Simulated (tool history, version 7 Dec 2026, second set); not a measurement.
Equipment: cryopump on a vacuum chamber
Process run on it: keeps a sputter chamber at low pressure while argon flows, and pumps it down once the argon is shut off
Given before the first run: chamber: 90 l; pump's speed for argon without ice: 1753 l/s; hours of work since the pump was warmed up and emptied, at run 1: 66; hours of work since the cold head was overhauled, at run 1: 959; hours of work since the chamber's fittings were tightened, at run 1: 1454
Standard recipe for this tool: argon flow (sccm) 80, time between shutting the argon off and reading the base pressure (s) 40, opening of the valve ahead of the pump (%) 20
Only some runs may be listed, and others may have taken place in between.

run     day  argon flow (sccm)  time between shutting the argon off and reading the base pressure (s)  opening of the valve ahead of the pump (%)  hours of work since the pump was warmed up and emptied  hours of work since the cold head was overhauled  hours of work since the chamber's fittings were tightened  pressure while argon flows (Pa)  pressure after the wait (uPa)
  1   0.000                 80                                                                     40                                          20                                                      66                                               959                                                       1454                           0.3891                           2.52
  2   1.071                 80                                                                     40                                          20                                                      84                                               976                                                       1472                           0.3902                           2.57
  3   2.508                 80                                                                     40                                          20                                                     107                                               999                                                       1495                           0.3918                           2.63
  4   3.496                 80                                                                     40                                          20                                                     123                                              1015                                                       1511                           0.3934                           2.64
  5   4.967                 32                                                                     40                                          20                                                     146                                              1039                                                       1534                           0.1592                           2.67
  6   5.679                 32                                                                     40                                          20                                                     158                                              1050                                                       1546                           0.1587                           2.63
  7   7.192                 80                                                                     40                                          20                                                     182                                              1075                                                       1570                           0.3948                           2.73
  8   8.650                 80                                                                     40                                          18                                                     206                                              1098                                                       1594                           0.4414                           2.77
  9   9.583                 80                                                                     40                                          47                                                     221                                              1113                                                       1609                           0.1795                           2.72
 10  10.421                 80                                                                    232                                          20                                                     234                                              1127                                                       1622                           0.4011                           1.52
 11  11.242                 80                                                                    232                                          20                                                     248                                              1140                                                       1636                           0.4015                           1.53
 12  12.121                 80                                                                    232                                          20                                                     262                                              1154                                                       1650                           0.4031                           1.60
 13  12.875                101                                                                     45                                          36                                                     274                                              1166                                                       1662                           0.2939                           2.64
 14  14.275                101                                                                     45                                          36                                                     297                                              1189                                                       1685                           0.2969                           2.74
 15  15.608                109                                                                     33                                          27                                                     318                                              1210                                                       1706                           0.4223                           3.15
 16  17.146                147                                                                    137                                          20                                                     343                                              1235                                                       1731                           0.7540                           1.91
 17  18.796                147                                                                    137                                          20                                                     370                                              1262                                                       1757                           0.7612                           2.00
 18  19.546                147                                                                     53                                          20                                                     382                                              1274                                                       1770                           0.7611                           2.68
 19  20.842                128                                                                    254                                          21                                                     402                                              1295                                                       1790                           0.6367                           1.80
 20  21.650                 43                                                                    110                                          20                                                     416                                              1308                                                       1804                           0.2246                           2.19
     22.033  -- pump warmed up, emptied and cooled again
 21  23.417                122                                                                     77                                          18                                                      22                                              1333                                                       1829                           0.6560                           2.00
 22  24.288                145                                                                     38                                          20                                                      36                                              1347                                                       1843                           0.6941                           2.81

What if the next run were any one of these 4? Each begins from the tool's condition after run 22:
  A  25.958                152                                                                     38                                          20                                                      63                                              1374                                                       1870                                ?                              ?
  B  25.958                 37                                                                     32                                          18                                                      63                                              1374                                                       1870                                ?                              ?
  C  25.958                145                                                                    174                                          29                                                      63                                              1374                                                       1870                                ?                              ?
  D  25.958                 80                                                                     40                                          60                                                      63                                              1374                                                       1870                                ?                              ?

run  pressure while argon flows (Pa)  pressure after the wait (uPa)
  A                           0.7375                           2.85
  B                           0.1992                           3.13
  C                           0.4904                           1.66
  D                           0.1329                           2.79
What these runs would have given with no unlogged condition in the tool:
run  pressure while argon flows (Pa)  pressure after the wait (uPa)
  A                           0.7292                           1.74
  B                           0.1972                           2.01
  C                           0.4824                           0.51
  D                           0.1285                           1.66
